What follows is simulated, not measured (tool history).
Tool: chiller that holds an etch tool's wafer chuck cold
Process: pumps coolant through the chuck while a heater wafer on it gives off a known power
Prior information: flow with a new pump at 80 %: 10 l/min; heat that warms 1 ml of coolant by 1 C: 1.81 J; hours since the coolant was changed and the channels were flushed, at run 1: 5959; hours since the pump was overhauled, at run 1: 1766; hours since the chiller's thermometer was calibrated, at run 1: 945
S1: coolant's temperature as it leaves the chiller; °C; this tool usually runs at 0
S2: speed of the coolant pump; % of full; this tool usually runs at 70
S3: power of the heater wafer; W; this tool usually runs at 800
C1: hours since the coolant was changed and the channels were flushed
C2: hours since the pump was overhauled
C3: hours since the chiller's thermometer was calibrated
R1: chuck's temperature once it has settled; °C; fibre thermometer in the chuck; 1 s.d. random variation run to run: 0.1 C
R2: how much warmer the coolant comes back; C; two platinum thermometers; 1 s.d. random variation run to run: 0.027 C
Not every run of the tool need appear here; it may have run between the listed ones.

run 1 day=0 | S1=0 S2=70 S3=800 | C1=5959 C2=1766 C3=945 | R1=6.7 R2=3.12
run 2 day=3.85 | S1=0 S2=70 S3=800 | C1=6052 C2=1859 C3=1038 | R1=6.7 R2=3.1
run 3 day=6.662 | S1=0 S2=70 S3=800 | C1=6119 C2=1926 C3=1105 | R1=6.8 R2=3.09
run 4 day=8.554 | S1=0 S2=70 S3=800 | C1=6165 C2=1972 C3=1151 | R1=6.8 R2=3.07
run 5 day=12.221 | S1=0 S2=70 S3=659 | C1=6253 C2=2060 C3=1239 | R1=5.6 R2=2.51
run 6 day=15.571 | S1=0 S2=70 S3=659 | C1=6333 C2=2140 C3=1319 | R1=5.5 R2=2.55
run 7 day=18.4 | S1=0 S2=70 S3=659 | C1=6401 C2=2208 C3=1387 | R1=5.7 R2=2.56
run 8 day=20.408 | S1=0 S2=70 S3=659 | C1=6449 C2=2256 C3=1435 | R1=5.7 R2=2.55
run 9 day=22.633 | S1=0 S2=70 S3=792 | C1=6503 C2=2309 C3=1489 | R1=6.8 R2=3.1
run 10 day=25.542 | S1=0 S2=70 S3=800 | C1=6572 C2=2379 C3=1558 | R1=6.8 R2=3.08
run 11 day=27.325 | S1=0 S2=70 S3=800 | C1=6615 C2=2422 C3=1601 | R1=6.8 R2=3.12
run 12 day=30.417 | S1=0 S2=70 S3=800 | C1=6689 C2=2496 C3=1675 | R1=6.9 R2=3.11
run 13 day=32.421 | S1=0 S2=70 S3=800 | C1=6737 C2=2544 C3=1723 | R1=6.6 R2=3.12
run 14 day=35.483 | S1=0 S2=70 S3=800 | C1=6811 C2=2618 C3=1797 | R1=6.7 R2=3.07
run 15 day=38.188 | S1=0 S2=97 S3=748 | C1=6876 C2=2683 C3=1862 | R1=5.1 R2=2
run 16 day=41.504 | S1=0 S2=97 S3=748 | C1=6955 C2=2762 C3=1941 | R1=5.1 R2=2.06
run 17 day=44.5 | S1=7 S2=97 S3=904 | C1=7027 C2=2834 C3=2013 | R1=13.2 R2=2.47
-- day=44.846 chiller's thermometer calibrated
run 18 day=46.508 | S1=7 S2=97 S3=904 | C1=7075 C2=2882 C3=40 | R1=13.2 R2=2.5
run 19 day=49.458 | S1=7 S2=97 S3=904 | C1=7145 C2=2952 C3=111 | R1=13.2 R2=2.49
run 20 day=51.783 | S1=7 S2=97 S3=904 | C1=7201 C2=3008 C3=166 | R1=13.3 R2=2.51
run 21 day=55.358 | S1=3 S2=89 S3=771 | C1=7287 C2=3094 C3=252 | R1=8.6 R2=2.34
-- day=55.658 chiller's thermometer calibrated, once more
run 22 day=58.167 | S1=3 S2=89 S3=771 | C1=7353 C2=3160 C3=60 | R1=8.5 R2=2.39
run 23 day=61.138 | S1=9 S2=93 S3=459 | C1=7425 C2=3232 C3=131 | R1=12.4 R2=1.27
run 24 day=63.721 | S1=0 S2=65 S3=800 | C1=7487 C2=3294 C3=193 | R1=7 R2=3.36
run 25 day=65.808 | S1=7 S2=66 S3=788 | C1=7537 C2=3344 C3=244 | R1=13.9 R2=3.27
run 26 day=68.562 | S1=0 S2=66 S3=467 | C1=7603 C2=3410 C3=310 | R1=4.3 R2=1.93
run 27 day=71.188 | S1=0 S2=76 S3=937 | C1=7666 C2=3473 C3=373 | R1=7.7 R2=3.28
run 28 day=73.008 | S1=8 S2=61 S3=800 | C1=7710 C2=3516 C3=416 | R1=15.6 R2=3.57

Take each entry between the runs: how does the hidden state at the last listed run before it differ from the hidden state at the first listed run after it?
In the gap between runs 17 and 18: chiller's thermometer calibrated (day 44.846)
  flow at a given pump speed, % of a new pump's: 98.8 -> 98.7; coolant's true temperature over the reading, C: 0.17 -> 0.23
  what was measured, less what the result would be without the hidden state, R1: +0.7 -> +0.7 °C; R2: +0.04 -> +0.03 C
In the gap between runs 21 and 22: chiller's thermometer calibrated, once more (day 55.658)
  heat passed by the chuck's channels, % of clean ones': 90.4 -> 90.3; coolant's true temperature over the reading, C: 0.25 -> 0.06
  what was measured, less what the result would be without the hidden state, R1: +0.7 -> +0.5 °C; R2: +0.03 -> +0.04 C
